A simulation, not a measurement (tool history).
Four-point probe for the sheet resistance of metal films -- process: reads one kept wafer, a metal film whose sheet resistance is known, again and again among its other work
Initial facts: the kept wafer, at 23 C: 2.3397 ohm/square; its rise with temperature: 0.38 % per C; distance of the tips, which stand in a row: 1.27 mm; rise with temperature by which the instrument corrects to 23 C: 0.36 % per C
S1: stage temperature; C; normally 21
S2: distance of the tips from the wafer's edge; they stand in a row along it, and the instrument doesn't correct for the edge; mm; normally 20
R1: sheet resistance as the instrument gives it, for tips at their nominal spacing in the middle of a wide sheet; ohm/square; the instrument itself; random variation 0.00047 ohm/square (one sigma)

run     day  S1  S2        R1
  1       0  21  20  2.343768
  2   1.392  21  20  2.343108
  3   2.929  21   9  2.363941
  4   4.471  21   9  2.363885
  5   5.296  21   9  2.363589
  6   6.462  21  20  2.344162
  7   7.729  20  20  2.342573
  8   8.517  21  73  2.339536
  9   9.258  21  73  2.339037
 10  10.038  21  73  2.339065
 11  11.033  21  73  2.339407
 12  11.754  21  73  2.339048
 13  12.771  21   4  2.457912
 14   13.75  30  20  2.348366
 15  14.396  30  20  2.348177
 16  15.058  30  20  2.348001
 17  16.492  27  20  2.347373
 18  17.388  33  20  2.349491
 19  18.754  21  20  2.343439
 20  19.738  21   8  2.369887
 21  20.688  21   8  2.370409
 22  22.175  23  18  2.346232
 23  23.558  24   6  2.395352
 24  25.117  24   6  2.395499
 25  26.638  24   5   2.41898
 26  28.121  24   5  2.418528
 27  29.004  24   5  2.419343
 28  30.258  26  21  2.345791
 29  31.721  31   8  2.375011
 30  32.954  29   4  2.463642
 31  33.858  29   4  2.463626
 32  35.229  24   4  2.461015
 33  36.617  19   7  2.378864
 34  37.846  23  50  2.340076
 35  39.225  24  13  2.352831
 36  40.462  18  31   2.33924
 37  41.488  18  31  2.338867
 38  42.671  32  18  2.350906
 39  43.338  28  17  2.350082
 40  44.308  25  28  2.343023
 41  45.638  25  28    2.3438
 42  46.929  31  27  2.346154

Each row is a separate what-if for the run after 42, all from the same tool condition, not one after another. Results?
  A  48.233  19   3   ?
  B  48.233  35   6   ?
  C  48.233  27  14   ?
  D  48.233  23  20   ?

run        R1
  A  2.541498
  B  2.401486
  C   2.35226
  D  2.344787
What these runs would have given with no unlogged condition in the tool:
run        R1
  A  2.541382
  B  2.401378
  C  2.352154
  D   2.34468

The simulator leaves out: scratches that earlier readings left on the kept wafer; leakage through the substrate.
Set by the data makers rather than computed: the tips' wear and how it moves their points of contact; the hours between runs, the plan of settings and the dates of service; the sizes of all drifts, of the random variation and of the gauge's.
